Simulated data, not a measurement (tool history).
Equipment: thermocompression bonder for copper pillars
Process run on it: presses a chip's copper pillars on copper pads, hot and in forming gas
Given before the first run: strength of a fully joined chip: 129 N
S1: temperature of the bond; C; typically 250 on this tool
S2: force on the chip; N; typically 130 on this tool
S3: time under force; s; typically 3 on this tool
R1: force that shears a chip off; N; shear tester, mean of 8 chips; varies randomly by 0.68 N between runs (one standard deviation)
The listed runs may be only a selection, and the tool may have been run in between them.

run     day   S1   S2  S3    R1
  1       0  250  130   3  46.4
      1.196  -- forming gas filter changed
  2   1.538  239  130   3    37
  3   3.017  239  130   3  36.3
  4   3.988  239  130   3  37.4
  5   4.862  239  130   3  36.8
  6   6.433  250  130   6  59.5
  7   8.104  250  130   6  58.9
  8   9.842  250  130   6  59.7
  9  11.554  250  130   3  43.8
 10  12.321  250  130   3  47.1
 11  13.454  250  130   3  45.1
 12  14.504  250  130   3  45.7
 13  15.292  268  130   3  61.5
 14  16.004  276  130   2  59.4
 15  17.467  240  130   2  32.3
 16  18.404  240  130   2  31.1
 17  19.554  252  122   6  57.8
 18  21.092  228  122   3  27.6
 19  21.958  228  122   3  27.9
 20  22.771  228  122   3  27.7
 21  24.275  241  158   6    59

Predict each of these 5 candidate next runs independently; none follows another, all start after run 21:
  A  25.704  261  158   6   ?
  B  25.704  267  174   4   ?
  C  25.704  243   91   2   ?
  D  25.704  250  130   7   ?
  E  25.704  241  158   6   ?

run    R1
  A  79.7
  B  81.5
  C    23
  D  61.8
  E  60.4
Had the tool no hidden state, the same runs would have come out as:
run    R1
  A    80
  B  81.8
  C  23.2
  D    62
  E  60.7
